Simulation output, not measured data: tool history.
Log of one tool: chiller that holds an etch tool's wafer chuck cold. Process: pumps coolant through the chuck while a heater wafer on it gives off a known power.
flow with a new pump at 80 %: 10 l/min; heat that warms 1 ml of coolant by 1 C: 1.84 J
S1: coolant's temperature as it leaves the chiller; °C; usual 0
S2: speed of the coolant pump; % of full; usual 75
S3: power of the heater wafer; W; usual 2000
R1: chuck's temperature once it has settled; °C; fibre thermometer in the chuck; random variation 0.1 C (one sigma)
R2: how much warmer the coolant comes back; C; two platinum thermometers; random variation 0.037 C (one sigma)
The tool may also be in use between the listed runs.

{"run": 1, "day": 0.0, "S1": 0, "S2": 75, "S3": 2000, "R1": 17.8, "R2": 7.57}
{"run": 2, "day": 7.588, "S1": 0, "S2": 75, "S3": 2000, "R1": 17.8, "R2": 7.52}
{"run": 3, "day": 12.3, "S1": 0, "S2": 75, "S3": 1421, "R1": 12.9, "R2": 5.39}
{"run": 4, "day": 15.908, "S1": 0, "S2": 75, "S3": 2000, "R1": 18, "R2": 7.59}
{"run": 5, "day": 23.783, "S1": -9, "S2": 75, "S3": 2000, "R1": 9.5, "R2": 7.57}
{"run": 6, "day": 30.025, "S1": 0, "S2": 64, "S3": 2000, "R1": 21, "R2": 9.07}
{"run": 7, "day": 35.021, "S1": 0, "S2": 64, "S3": 2000, "R1": 21.4, "R2": 9.07}
{"run": 8, "day": 39.646, "S1": 0, "S2": 64, "S3": 2000, "R1": 21.2, "R2": 9.07}
{"run": 9, "day": 45.588, "S1": 0, "S2": 75, "S3": 2000, "R1": 18.7, "R2": 7.71}
{"run": 10, "day": 53.45, "S1": 0, "S2": 75, "S3": 2841, "R1": 26.8, "R2": 11.01}
{"run": 11, "day": 61.667, "S1": -5, "S2": 65, "S3": 2000, "R1": 16.6, "R2": 9.01}
{"day": 63.567, "done": "chiller's thermometer calibrated"}
{"run": 12, "day": 69.862, "S1": 0, "S2": 67, "S3": 2172, "R1": 22.9, "R2": 9.6}
{"run": 13, "day": 77.925, "S1": -9, "S2": 67, "S3": 2172, "R1": 14, "R2": 9.53}
{"run": 14, "day": 81.746, "S1": -9, "S2": 67, "S3": 2172, "R1": 13.9, "R2": 9.65}
{"run": 15, "day": 87.554, "S1": 6, "S2": 63, "S3": 1071, "R1": 18.1, "R2": 5.08}
{"run": 16, "day": 94.054, "S1": 0, "S2": 88, "S3": 1759, "R1": 15.1, "R2": 5.83}
{"run": 17, "day": 102.35, "S1": 0, "S2": 88, "S3": 1759, "R1": 15.1, "R2": 5.84}
{"run": 18, "day": 106.421, "S1": 0, "S2": 72, "S3": 1626, "R1": 17, "R2": 6.78}
{"run": 19, "day": 110.883, "S1": -8, "S2": 75, "S3": 1464, "R1": 6.6, "R2": 5.84}

Forecast each of these 5 alternatives for the next run:
{"day": 111.588, "done": "coolant changed, channels flushed"}
{"run": "A", "day": 116.304, "S1": -7, "S2": 75, "S3": 2000, "R1": "?", "R2": "?"}
{"day": 111.588, "done": "coolant changed, channels flushed"}
{"run": "B", "day": 116.304, "S1": 7, "S2": 68, "S3": 1653, "R1": "?", "R2": "?"}
{"day": 111.588, "done": "coolant changed, channels flushed"}
{"run": "C", "day": 116.304, "S1": 0, "S2": 75, "S3": 2194, "R1": "?", "R2": "?"}
{"day": 111.588, "done": "coolant changed, channels flushed"}
{"run": "D", "day": 116.304, "S1": 3, "S2": 67, "S3": 1136, "R1": "?", "R2": "?"}
{"day": 111.588, "done": "coolant changed, channels flushed"}
{"run": "E", "day": 116.304, "S1": -6, "S2": 68, "S3": 1399, "R1": "?", "R2": "?"}

run=A R1=10.7 R2=8
run=B R1=22.8 R2=7.32
run=C R1=19 R2=8.75
run=D R1=13.9 R2=5.1
run=E R1=7.4 R2=6.29
Without the tool's hidden state the same runs would have given:
run=A R1=8.7 R2=6.99
run=B R1=21 R2=6.39
run=C R1=16.8 R2=7.64
run=D R1=12.7 R2=4.45
run=E R1=5.9 R2=5.5
